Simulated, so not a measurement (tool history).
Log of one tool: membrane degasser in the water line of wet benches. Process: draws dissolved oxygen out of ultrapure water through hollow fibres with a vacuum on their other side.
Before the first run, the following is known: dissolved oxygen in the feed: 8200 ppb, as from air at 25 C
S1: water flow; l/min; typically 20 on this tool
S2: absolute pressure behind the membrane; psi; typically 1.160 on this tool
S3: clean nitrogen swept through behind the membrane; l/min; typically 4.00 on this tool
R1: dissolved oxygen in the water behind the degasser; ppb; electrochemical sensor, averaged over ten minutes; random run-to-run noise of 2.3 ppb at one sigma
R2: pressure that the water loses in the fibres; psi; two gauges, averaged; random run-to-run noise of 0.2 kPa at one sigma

run,hour,S1,S2,S3,R1,R2
1,0.0,20,1.160,4.00,223.3,6.479
2,38.9,20,1.160,4.00,223.4,6.401
3,74.0,20,1.160,4.00,227.7,6.508
4,98.2,20,1.160,4.00,221.9,6.457
5,134.2,20,1.160,4.00,220.2,6.517
6,158.6,20,1.160,2.73,249.6,6.464
7,209.7,30,1.160,4.00,549.6,9.646
8,237.0,30,1.160,4.00,554.8,9.726
9,292.7,20,1.160,4.00,225.4,6.461
10,325.4,15,1.160,4.00,106.2,4.852
11,363.0,15,1.160,4.00,107.3,4.853
12,400.0,20,1.160,4.00,221.9,6.454
13,448.2,20,1.160,4.00,222.9,6.528
14,481.1,20,1.160,4.00,227.1,6.472
15,510.8,20,0.775,3.95,192.2,6.461
16,566.4,23,0.875,3.95,291.4,7.456
17,600.3,23,0.875,3.95,290.1,7.506
18,628.3,23,0.875,3.95,285.3,7.397
19,679.5,20,1.838,8.13,217.4,6.479

Run 20, settings as shown, results not yet in. Your forecast:
20,712.9,25,2.554,4.00,?,?

R1: 508.1 ppb
R2: 8.082 psi
Without the tool's hidden state the same run would have given R1 508.0 ppb, R2 8.082 psi.

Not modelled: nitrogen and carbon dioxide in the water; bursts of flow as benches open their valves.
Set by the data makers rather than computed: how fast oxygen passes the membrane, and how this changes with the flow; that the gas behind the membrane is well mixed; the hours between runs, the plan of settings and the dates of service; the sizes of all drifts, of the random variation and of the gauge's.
